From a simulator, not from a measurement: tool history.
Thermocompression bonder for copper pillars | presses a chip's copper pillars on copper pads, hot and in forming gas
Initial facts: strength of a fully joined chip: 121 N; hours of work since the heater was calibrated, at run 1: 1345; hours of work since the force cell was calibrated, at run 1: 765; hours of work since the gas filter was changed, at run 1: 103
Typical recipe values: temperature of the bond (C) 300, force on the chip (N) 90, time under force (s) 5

| run | hour | temperature of the bond (C) | force on the chip (N) | time under force (s) | hours of work since the heater was calibrated | hours of work since the force cell was calibrated | hours of work since the gas filter was changed | force that shears a chip off (N) |
|---|---|---|---|---|---|---|---|---|
| 1 | 0 | 300 | 90 | 5 | 1345 | 765 | 103 | 71.9 |
| 2 | 54.9 | 329 | 90 | 5 | 1377 | 797 | 135 | 89.3 |
| 3 | 79.7 | 329 | 90 | 5 | 1391 | 812 | 150 | 88.4 |
|  | 100.5 | forming gas filter changed |
|  | 105.7 | heater calibrated with a thermocouple chip |
| 4 | 127.5 | 299 | 90 | 5 | 13 | 838 | 15 | 71 |
| 5 | 172.4 | 299 | 90 | 5 | 39 | 864 | 41 | 71.7 |
| 6 | 201.6 | 300 | 90 | 5 | 56 | 881 | 58 | 72.4 |
| 7 | 235.9 | 300 | 90 | 5 | 76 | 901 | 78 | 71.8 |
| 8 | 288.3 | 300 | 90 | 5 | 107 | 932 | 108 | 72.6 |
| 9 | 338.7 | 329 | 90 | 5 | 136 | 961 | 138 | 88.8 |
|  | 379.8 | forming gas filter changed |
| 10 | 395.1 | 329 | 90 | 5 | 169 | 994 | 9 | 90.3 |
| 11 | 447.5 | 300 | 90 | 5 | 199 | 1025 | 40 | 72 |
| 12 | 475.5 | 300 | 90 | 5 | 216 | 1041 | 56 | 72 |
| 13 | 518.2 | 300 | 90 | 5 | 240 | 1066 | 81 | 72.4 |
| 14 | 564.6 | 300 | 90 | 5 | 268 | 1093 | 108 | 72.7 |
| 15 | 607.8 | 300 | 90 | 5 | 293 | 1118 | 133 | 71.9 |
| 16 | 642.2 | 300 | 90 | 5 | 313 | 1138 | 153 | 72.8 |
|  | 655.1 | forming gas filter changed |
| 17 | 697.1 | 300 | 90 | 5 | 345 | 1170 | 24 | 72.9 |
| 18 | 737.6 | 300 | 90 | 5 | 368 | 1194 | 48 | 73 |
| 19 | 782.2 | 300 | 90 | 5 | 394 | 1220 | 74 | 72.9 |
| 20 | 835 | 300 | 90 | 5 | 425 | 1250 | 105 | 73 |
| 21 | 865 | 273 | 94 | 12 | 443 | 1268 | 123 | 76.5 |
| 22 | 919.5 | 273 | 94 | 12 | 474 | 1300 | 154 | 76.2 |
|  | 930 | forming gas filter changed |
| 23 | 946.7 | 282 | 105 | 11 | 490 | 1315 | 10 | 87 |
| 24 | 983.7 | 296 | 55 | 13 | 512 | 1337 | 31 | 68.1 |
| 25 | 1015.4 | 296 | 55 | 13 | 530 | 1355 | 50 | 68 |
| 26 | 1052.2 | 278 | 55 | 3 | 552 | 1377 | 71 | 31.5 |
| 27 | 1097.7 | 281 | 131 | 5 | 578 | 1403 | 98 | 80 |
|  | 1113.7 | gauge calibrated |
| 28 | 1142.5 | 284 | 68 | 9 | 604 | 1430 | 124 | 61 |
| 29 | 1172.9 | 284 | 67 | 9 | 622 | 1447 | 142 | 59.9 |
| 30 | 1198.4 | 298 | 101 | 3 | 637 | 1462 | 157 | 64.2 |
|  | 1205.9 | forming gas filter changed |
| 31 | 1249.5 | 280 | 116 | 4 | 666 | 1492 | 25 | 66.7 |
| 32 | 1299.3 | 280 | 83 | 5 | 695 | 1521 | 54 | 56.1 |
| 33 | 1344.7 | 318 | 125 | 5 | 722 | 1547 | 81 | 98.4 |
| 34 | 1380.1 | 278 | 125 | 4 | 743 | 1568 | 102 | 68.4 |
| 35 | 1429.8 | 278 | 125 | 4 | 772 | 1597 | 131 | 69.1 |
| 36 | 1455.7 | 307 | 102 | 5 | 787 | 1612 | 146 | 82.9 |
|  | 1480.1 | forming gas filter changed |
| 37 | 1482.1 | 282 | 102 | 5 | 802 | 1627 | 1 | 66.8 |
| 38 | 1515.8 | 300 | 101 | 4 | 822 | 1647 | 21 | 73.5 |

4 options for the next run, each taken on its own from the tool as it stands now. Forecast them:
| A | 1553.9 | 300 | 90 | 4 | 844 | 1669 | 43 | ? |
| B | 1553.9 | 287 | 103 | 5 | 844 | 1669 | 43 | ? |
| C | 1553.9 | 286 | 67 | 6 | 844 | 1669 | 43 | ? |
| D | 1553.9 | 329 | 101 | 11 | 844 | 1669 | 43 | ? |

| run | force that shears a chip off (N) |
|---|---|
| A | 68.1 |
| B | 71.1 |
| C | 54.2 |
| D | 109 |
Without the tool's hidden state the same runs would have given:
| run | force that shears a chip off (N) |
|---|---|
| A | 67.2 |
| B | 70.1 |
| C | 53.4 |
| D | 107.8 |
